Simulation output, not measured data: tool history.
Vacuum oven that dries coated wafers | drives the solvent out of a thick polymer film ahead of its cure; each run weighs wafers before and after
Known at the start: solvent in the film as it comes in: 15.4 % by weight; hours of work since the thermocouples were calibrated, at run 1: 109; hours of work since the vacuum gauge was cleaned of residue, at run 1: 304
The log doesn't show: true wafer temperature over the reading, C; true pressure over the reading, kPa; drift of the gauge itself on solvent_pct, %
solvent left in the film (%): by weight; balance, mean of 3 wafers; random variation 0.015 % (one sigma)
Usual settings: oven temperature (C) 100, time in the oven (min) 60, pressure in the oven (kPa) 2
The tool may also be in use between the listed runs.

run	hour	oven temperature (C)	time in the oven (min)	pressure in the oven (kPa)	hours of work since the thermocouples were calibrated	hours of work since the vacuum gauge was cleaned of residue	solvent left in the film (%)
1	0	100	60	2	109	304	3.11
2	40.8	100	60	2	127	322	3.1
3	95.2	100	87	2	151	346	1.93
4	150	100	60	1.98	175	370	3.09
5	199.1	100	60	5.45	196	391	4.44
6	229.3	100	60	2	209	405	3.05
7	256.7	100	60	2	221	416	3.03
8	294.2	100	60	2	238	433	3.07
9	334.2	100	60	2	255	450	3.07
10	362.6	100	60	2	267	463	3.07
11	413.6	100	60	2	290	485	3.06
12	436.6	100	60	4.03	300	495	3.86
13	489.8	90	94	2.62	323	518	4.29
14	526	90	65	2.21	339	534	5.56
15	570.7	90	65	3.56	358	554	6.22

Run 16 comes next. What will it give?
16	598.5	112	56	1.35	370	566	?

solvent left in the film (%): 0.94
Without the tool's hidden state the same run would have given solvent left in the film (%) 0.92.
